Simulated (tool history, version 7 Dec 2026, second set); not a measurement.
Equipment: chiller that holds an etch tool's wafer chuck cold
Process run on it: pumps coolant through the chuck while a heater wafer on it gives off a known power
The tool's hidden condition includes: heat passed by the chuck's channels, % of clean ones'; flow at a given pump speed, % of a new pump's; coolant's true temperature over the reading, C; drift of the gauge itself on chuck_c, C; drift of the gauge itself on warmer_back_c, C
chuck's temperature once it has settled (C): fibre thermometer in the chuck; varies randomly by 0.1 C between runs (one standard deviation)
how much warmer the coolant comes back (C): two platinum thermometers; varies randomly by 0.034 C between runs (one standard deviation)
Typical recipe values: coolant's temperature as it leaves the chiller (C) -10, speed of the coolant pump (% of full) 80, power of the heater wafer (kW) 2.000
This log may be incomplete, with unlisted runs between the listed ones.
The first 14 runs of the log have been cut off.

run,hour,coolant's temperature as it leaves the chiller (C),speed of the coolant pump (% of full),power of the heater wafer (kW),hours since the coolant was changed and the channels were flushed,hours since the pump was overhauled,hours since the chiller's thermometer was calibrated,chuck's temperature once it has settled (C),how much warmer the coolant comes back (C)
15,1800.9,-4,80,2.000,1527,2716,728,20.8,5.54
16,1973.4,-4,80,2.000,1699,2889,901,20.9,5.52
17,2134.5,-1,71,1.622,1860,3050,1062,20.8,5.11
18,2286.2,-4,71,2.230,2012,3202,1214,25.9,7.10
19,2430.3,-7,79,1.590,2156,3346,1358,13.1,4.54
20,2549.0,-7,79,1.590,2275,3465,1477,13.2,4.53
21,2711.0,-7,79,1.590,2437,3627,1639,13.3,4.50
22,2867.1,-7,79,1.590,2593,3783,1795,13.5,4.55
23,2943.1,-7,79,1.590,2669,3859,1871,13.5,4.55
24,3112.9,-18,80,2.000,2838,4028,2040,7.8,5.66
25,3220.5,-2,82,2.494,2946,4136,2148,29.8,6.86
26,3394.5,-2,82,2.494,3120,4310,2322,30.1,6.84
27,3485.3,-2,82,1.713,3211,4401,2413,20.2,4.72
28,3657.2,-8,70,2.000,3383,4573,2585,20.6,6.69
29,3772.4,-8,70,2.000,3498,4688,2700,20.6,6.61
30,3940.4,-19,63,2.747,3666,4856,2868,22.5,10.30
31,4107.5,-10,80,1.099,3833,5023,3035,5.1,3.14

4 options for the next run, each taken on its own from the tool as it stands now. Forecast them:
A,4260.7,-10,63,2.437,3986,5176,3188,?,?
B,4260.7,-10,61,1.523,3986,5176,3188,?,?
C,4260.7,-1,87,1.099,3986,5176,3188,?,?
D,4260.7,-10,80,2.482,3986,5176,3188,?,?

run,chuck's temperature once it has settled (C),how much warmer the coolant comes back (C)
A,27.4,9.24
B,14.0,5.98
C,13.4,2.92
D,23.4,7.13
Had the tool no hidden state, the same runs would have come out as:
run,chuck's temperature once it has settled (C),how much warmer the coolant comes back (C)
A,22.4,8.51
B,10.7,5.51
C,11.2,2.69
D,18.9,6.57

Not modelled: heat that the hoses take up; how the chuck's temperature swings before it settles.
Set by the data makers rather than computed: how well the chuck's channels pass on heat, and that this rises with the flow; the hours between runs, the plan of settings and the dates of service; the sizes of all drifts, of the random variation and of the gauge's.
